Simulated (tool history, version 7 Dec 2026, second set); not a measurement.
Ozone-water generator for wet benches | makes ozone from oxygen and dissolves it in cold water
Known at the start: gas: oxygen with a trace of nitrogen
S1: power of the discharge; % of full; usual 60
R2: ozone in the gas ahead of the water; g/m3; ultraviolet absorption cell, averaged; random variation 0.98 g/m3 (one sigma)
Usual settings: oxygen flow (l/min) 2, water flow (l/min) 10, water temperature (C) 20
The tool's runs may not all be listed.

run 1 day=0 | S1=60 oxygen_flow_(l/min)=2 water_flow_(l/min)=10 water_temperature_(C)=20 | dissolved_ozone_(ppm)=16.5 R2=167.7
run 2 day=3.004 | S1=63 oxygen_flow_(l/min)=2 water_flow_(l/min)=10 water_temperature_(C)=20 | dissolved_ozone_(ppm)=16.8 R2=173
run 3 day=7.062 | S1=63 oxygen_flow_(l/min)=2 water_flow_(l/min)=10 water_temperature_(C)=20 | dissolved_ozone_(ppm)=16.9 R2=171.6
run 4 day=9.2 | S1=60 oxygen_flow_(l/min)=2 water_flow_(l/min)=10 water_temperature_(C)=20 | dissolved_ozone_(ppm)=16.5 R2=165.4
run 5 day=12.154 | S1=60 oxygen_flow_(l/min)=2 water_flow_(l/min)=10 water_temperature_(C)=20 | dissolved_ozone_(ppm)=16.2 R2=168
run 6 day=16.696 | S1=60 oxygen_flow_(l/min)=2 water_flow_(l/min)=10 water_temperature_(C)=20 | dissolved_ozone_(ppm)=16.4 R2=168.1
run 7 day=20.188 | S1=60 oxygen_flow_(l/min)=2 water_flow_(l/min)=10 water_temperature_(C)=20 | dissolved_ozone_(ppm)=16.6 R2=167.3
run 8 day=22.608 | S1=60 oxygen_flow_(l/min)=2 water_flow_(l/min)=10 water_temperature_(C)=20 | dissolved_ozone_(ppm)=16.5 R2=166.3
run 9 day=24.754 | S1=60 oxygen_flow_(l/min)=2 water_flow_(l/min)=10 water_temperature_(C)=20 | dissolved_ozone_(ppm)=16.3 R2=168.7
-- day=27.558 contactor cleaned
run 10 day=27.558 | S1=68 oxygen_flow_(l/min)=2 water_flow_(l/min)=10 water_temperature_(C)=20 | dissolved_ozone_(ppm)=17.6 R2=180.3
run 11 day=31.742 | S1=60 oxygen_flow_(l/min)=2 water_flow_(l/min)=10 water_temperature_(C)=20 | dissolved_ozone_(ppm)=16.3 R2=168.3
run 12 day=35.762 | S1=60 oxygen_flow_(l/min)=2 water_flow_(l/min)=10 water_temperature_(C)=20 | dissolved_ozone_(ppm)=16.4 R2=168
run 13 day=39.054 | S1=60 oxygen_flow_(l/min)=2 water_flow_(l/min)=10 water_temperature_(C)=20 | dissolved_ozone_(ppm)=16.3 R2=167.4
run 14 day=41.533 | S1=60 oxygen_flow_(l/min)=2 water_flow_(l/min)=10 water_temperature_(C)=20 | dissolved_ozone_(ppm)=16.4 R2=167.3
run 15 day=44.458 | S1=60 oxygen_flow_(l/min)=2 water_flow_(l/min)=10 water_temperature_(C)=20 | dissolved_ozone_(ppm)=16.5 R2=167.8
run 16 day=48.15 | S1=54 oxygen_flow_(l/min)=2 water_flow_(l/min)=10 water_temperature_(C)=20 | dissolved_ozone_(ppm)=15.4 R2=158.2
run 17 day=53.133 | S1=54 oxygen_flow_(l/min)=2 water_flow_(l/min)=10 water_temperature_(C)=20 | dissolved_ozone_(ppm)=15.3 R2=159
run 18 day=58.3 | S1=54 oxygen_flow_(l/min)=2 water_flow_(l/min)=10 water_temperature_(C)=20 | dissolved_ozone_(ppm)=15.5 R2=154.6
run 19 day=63.067 | S1=90 oxygen_flow_(l/min)=2.47 water_flow_(l/min)=6 water_temperature_(C)=13 | dissolved_ozone_(ppm)=35.1 R2=198.7
run 20 day=65.354 | S1=60 oxygen_flow_(l/min)=1.59 water_flow_(l/min)=9 water_temperature_(C)=20 | dissolved_ozone_(ppm)=16.8 R2=179.9
run 21 day=69.742 | S1=60 oxygen_flow_(l/min)=1.59 water_flow_(l/min)=9 water_temperature_(C)=20 | dissolved_ozone_(ppm)=16.8 R2=179.4
run 22 day=73.921 | S1=60 oxygen_flow_(l/min)=1.37 water_flow_(l/min)=7 water_temperature_(C)=20 | dissolved_ozone_(ppm)=19.7 R2=187.8
run 23 day=78.942 | S1=60 oxygen_flow_(l/min)=1.98 water_flow_(l/min)=11 water_temperature_(C)=18 | dissolved_ozone_(ppm)=15.3 R2=166.2
run 24 day=81.138 | S1=73 oxygen_flow_(l/min)=2.99 water_flow_(l/min)=6 water_temperature_(C)=20 | dissolved_ozone_(ppm)=27.9 R2=165.4
run 25 day=84.842 | S1=60 oxygen_flow_(l/min)=2.04 water_flow_(l/min)=10 water_temperature_(C)=18 | dissolved_ozone_(ppm)=17.1 R2=166.6
run 26 day=89.688 | S1=49 oxygen_flow_(l/min)=2 water_flow_(l/min)=10 water_temperature_(C)=20 | dissolved_ozone_(ppm)=14.5 R2=148.5
run 27 day=93.688 | S1=47 oxygen_flow_(l/min)=2 water_flow_(l/min)=16 water_temperature_(C)=20 | dissolved_ozone_(ppm)=9.3 R2=145.9
run 28 day=97.975 | S1=47 oxygen_flow_(l/min)=2 water_flow_(l/min)=16 water_temperature_(C)=20 | dissolved_ozone_(ppm)=9.5 R2=145.3
run 29 day=103.225 | S1=47 oxygen_flow_(l/min)=2 water_flow_(l/min)=15 water_temperature_(C)=12 | dissolved_ozone_(ppm)=10.8 R2=146.5
run 30 day=107.871 | S1=46 oxygen_flow_(l/min)=2 water_flow_(l/min)=9 water_temperature_(C)=15 | dissolved_ozone_(ppm)=16.4 R2=143.6

Forecast run 31:
run 31 day=112.596 | S1=60 oxygen_flow_(l/min)=2 water_flow_(l/min)=13 water_temperature_(C)=20 | dissolved_ozone_(ppm)=? R2=?

dissolved ozone (ppm): 13.2
R2: 166.9 g/m3
Without the tool's hidden state the same run would have given dissolved ozone (ppm) 13.3, R2 167 g/m3.
